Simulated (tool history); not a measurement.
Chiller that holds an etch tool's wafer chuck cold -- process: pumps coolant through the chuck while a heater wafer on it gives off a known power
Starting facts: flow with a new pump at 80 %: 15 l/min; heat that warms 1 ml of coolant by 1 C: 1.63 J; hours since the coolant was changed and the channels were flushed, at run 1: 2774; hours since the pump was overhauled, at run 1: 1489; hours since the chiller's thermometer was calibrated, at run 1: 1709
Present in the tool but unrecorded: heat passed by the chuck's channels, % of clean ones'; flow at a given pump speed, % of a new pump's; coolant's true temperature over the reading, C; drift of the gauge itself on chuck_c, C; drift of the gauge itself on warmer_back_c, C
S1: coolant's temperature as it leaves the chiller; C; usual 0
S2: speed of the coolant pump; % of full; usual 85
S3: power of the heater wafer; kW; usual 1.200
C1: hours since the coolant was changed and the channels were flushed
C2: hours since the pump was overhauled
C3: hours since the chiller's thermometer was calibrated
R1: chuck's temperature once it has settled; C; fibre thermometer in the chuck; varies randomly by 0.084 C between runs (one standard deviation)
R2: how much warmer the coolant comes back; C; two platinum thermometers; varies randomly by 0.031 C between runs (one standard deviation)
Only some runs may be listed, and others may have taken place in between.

run,hour,S1,S2,S3,C1,C2,C3,R1,R2
1,0.0,0,85,1.200,2774,1489,1709,9.19,2.89
2,52.4,-4,85,1.200,2826,1542,1762,5.62,2.88
3,109.7,-4,85,1.200,2884,1599,1819,5.27,2.85
4,139.7,-4,85,1.200,2914,1629,1849,5.29,2.88
5,188.1,-4,85,1.200,2962,1677,1897,5.27,2.92
6,231.4,-4,81,1.200,3005,1721,1941,5.60,3.04
7,270.4,-4,81,1.200,3044,1759,1980,5.81,3.01
8,327.2,0,85,0.803,3101,1816,2036,6.10,1.94
9,357.4,0,93,1.200,3131,1847,2067,8.99,2.66
10,390.1,0,93,1.200,3164,1879,2099,9.06,2.66
11,442.7,4,85,1.200,3217,1932,2152,13.63,2.90
12,467.8,0,96,1.200,3242,1957,2177,8.86,2.58
13,496.3,0,78,1.200,3270,1985,2205,10.09,3.19
14,520.8,0,77,1.200,3295,2010,2230,10.05,3.20
15,563.2,0,77,1.200,3337,2052,2272,10.08,3.17
16,603.6,0,70,0.723,3378,2093,2313,6.09,2.14
17,660.2,0,70,0.723,3434,2149,2369,6.21,2.14
18,686.2,0,67,1.200,3460,2175,2395,10.81,3.71
19,715.0,-6,80,0.816,3489,2204,2424,0.52,2.11
20,740.8,7,90,1.200,3515,2230,2450,16.02,2.76
21,775.5,6,84,1.200,3550,2265,2485,15.71,2.99
22,832.4,-9,89,1.108,3606,2322,2542,-0.26,2.53
# hour 845.7: coolant changed, channels flushed
23,893.3,-8,85,1.132,48,2376,2596,0.11,2.78
24,954.1,-8,85,1.132,108,2437,2657,0.05,2.75
25,1013.0,3,68,0.816,167,2496,2716,9.46,2.49
26,1061.4,0,85,1.083,216,2544,2765,7.73,2.65
27,1103.8,7,70,1.352,258,2587,2807,18.08,4.01

Here are 3 independent what-if runs from the current tool condition. What would each one return?
A,1163.9,0,85,0.618,318,2647,2867,?,?
B,1163.9,0,85,0.673,318,2647,2867,?,?
C,1163.9,0,83,1.200,318,2647,2867,?,?

run,R1,R2
A,4.07,1.49
B,4.58,1.67
C,8.81,3.00
The same runs, with their run-to-run variation unchanged, on a tool lacking any hidden condition would have given:
run,R1,R2
A,4.63,1.40
B,5.12,1.57
C,9.17,2.82

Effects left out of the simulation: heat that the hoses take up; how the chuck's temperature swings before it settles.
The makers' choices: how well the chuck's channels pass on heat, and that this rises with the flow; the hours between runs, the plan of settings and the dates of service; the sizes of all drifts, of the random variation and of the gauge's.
